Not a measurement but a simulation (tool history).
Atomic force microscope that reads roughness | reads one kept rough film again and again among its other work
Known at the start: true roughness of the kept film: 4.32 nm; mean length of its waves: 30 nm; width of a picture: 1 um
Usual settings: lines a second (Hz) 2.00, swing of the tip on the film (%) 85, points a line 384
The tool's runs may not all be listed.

| run | hour | lines a second (Hz) | swing of the tip on the film (%) | points a line | roughness of the kept film (nm (root mean square)) |
|---|---|---|---|---|---|
| 1 | 0.0 | 2.00 | 85 | 384 | 3.228 |
| 2 | 8.5 | 2.00 | 85 | 384 | 3.187 |
| 3 | 19.0 | 2.00 | 85 | 384 | 3.150 |
| 4 | 29.5 | 2.00 | 56 | 384 | 3.302 |
| 5 | 41.3 | 2.72 | 56 | 384 | 3.259 |
| 6 | 51.6 | 2.72 | 56 | 384 | 3.194 |
| 7 | 65.8 | 2.72 | 56 | 384 | 3.160 |
| 8 | 72.1 | 2.72 | 56 | 384 | 3.151 |
| 9 | 80.6 | 2.00 | 85 | 384 | 2.925 |
| 10 | 89.8 | 2.00 | 85 | 384 | 2.906 |
| 11 | 98.9 | 2.00 | 65 | 384 | 3.016 |
| 12 | 107.5 | 2.38 | 65 | 384 | 2.955 |
| 13 | 116.2 | 2.38 | 65 | 384 | 2.966 |
| 14 | 126.4 | 2.38 | 65 | 1022 | 2.934 |
| 15 | 138.5 | 2.38 | 65 | 1022 | 2.886 |
| 16 | 147.9 | 2.38 | 65 | 1022 | 2.854 |
| 17 | 160.6 | 2.38 | 65 | 1022 | 2.819 |
| 18 | 169.1 | 2.38 | 65 | 1022 | 2.806 |
| 19 | 181.4 | 2.00 | 85 | 384 | 2.639 |
| 20 | 193.7 | 2.00 | 76 | 384 | 2.668 |
| 21 | 200.7 | 2.00 | 76 | 384 | 2.641 |
| 22 | 212.6 | 2.00 | 76 | 384 | 2.632 |
| 23 | 226.1 | 2.00 | 85 | 485 | 2.534 |
|  | 228.4 | new tip fitted |
| 24 | 236.5 | 2.00 | 85 | 485 | 3.277 |
| 25 | 250.2 | 2.00 | 85 | 952 | 3.223 |
| 26 | 263.7 | 2.00 | 85 | 952 | 3.188 |
| 27 | 274.0 | 2.00 | 85 | 952 | 3.132 |
| 28 | 285.5 | 2.00 | 85 | 952 | 3.077 |
| 29 | 298.8 | 2.00 | 85 | 952 | 3.061 |
| 30 | 307.4 | 2.00 | 85 | 952 | 3.009 |
| 31 | 321.7 | 2.33 | 72 | 725 | 3.070 |
| 32 | 328.2 | 2.33 | 72 | 725 | 3.040 |
| 33 | 336.4 | 2.33 | 72 | 725 | 3.003 |
| 34 | 350.7 | 0.83 | 65 | 384 | 3.060 |
| 35 | 362.0 | 2.38 | 64 | 615 | 2.974 |
| 36 | 374.1 | 2.38 | 64 | 615 | 2.948 |
| 37 | 380.5 | 2.38 | 64 | 615 | 2.905 |
| 38 | 390.4 | 2.00 | 85 | 496 | 2.759 |
| 39 | 402.4 | 2.00 | 85 | 496 | 2.704 |
| 40 | 414.5 | 2.00 | 85 | 496 | 2.685 |
| 41 | 426.1 | 2.00 | 80 | 715 | 2.700 |
| 42 | 432.4 | 2.00 | 85 | 628 | 2.612 |
| 43 | 445.1 | 0.61 | 85 | 384 | 2.734 |
| 44 | 453.3 | 0.61 | 85 | 384 | 2.706 |
| 45 | 463.2 | 1.09 | 75 | 636 | 2.668 |
| 46 | 470.3 | 1.16 | 64 | 608 | 2.691 |
|  | 471.9 | new tip fitted |
| 47 | 477.4 | 1.64 | 85 | 273 | 3.336 |
| 48 | 491.3 | 1.64 | 85 | 273 | 3.249 |
| 49 | 498.0 | 1.43 | 78 | 304 | 3.318 |
| 50 | 506.5 | 0.52 | 80 | 617 | 3.391 |
| 51 | 517.5 | 0.52 | 80 | 617 | 3.362 |
| 52 | 527.8 | 0.52 | 80 | 617 | 3.324 |

Forecast each of these 5 alternatives for the next run:
| A | 534.8 | 1.04 | 80 | 617 | ? |
| B | 534.8 | 2.00 | 64 | 994 | ? |
| C | 534.8 | 1.35 | 65 | 332 | ? |
| D | 534.8 | 2.82 | 66 | 384 | ? |
| E | 534.8 | 2.01 | 80 | 463 | ? |

| run | roughness of the kept film (nm (root mean square)) |
|---|---|
| A | 3.241 |
| B | 3.287 |
| C | 3.260 |
| D | 3.190 |
| E | 3.142 |
Without the tool's hidden state the same runs would have given:
| run | roughness of the kept film (nm (root mean square)) |
|---|---|
| A | 3.513 |
| B | 3.564 |
| C | 3.534 |
| D | 3.457 |
| E | 3.406 |
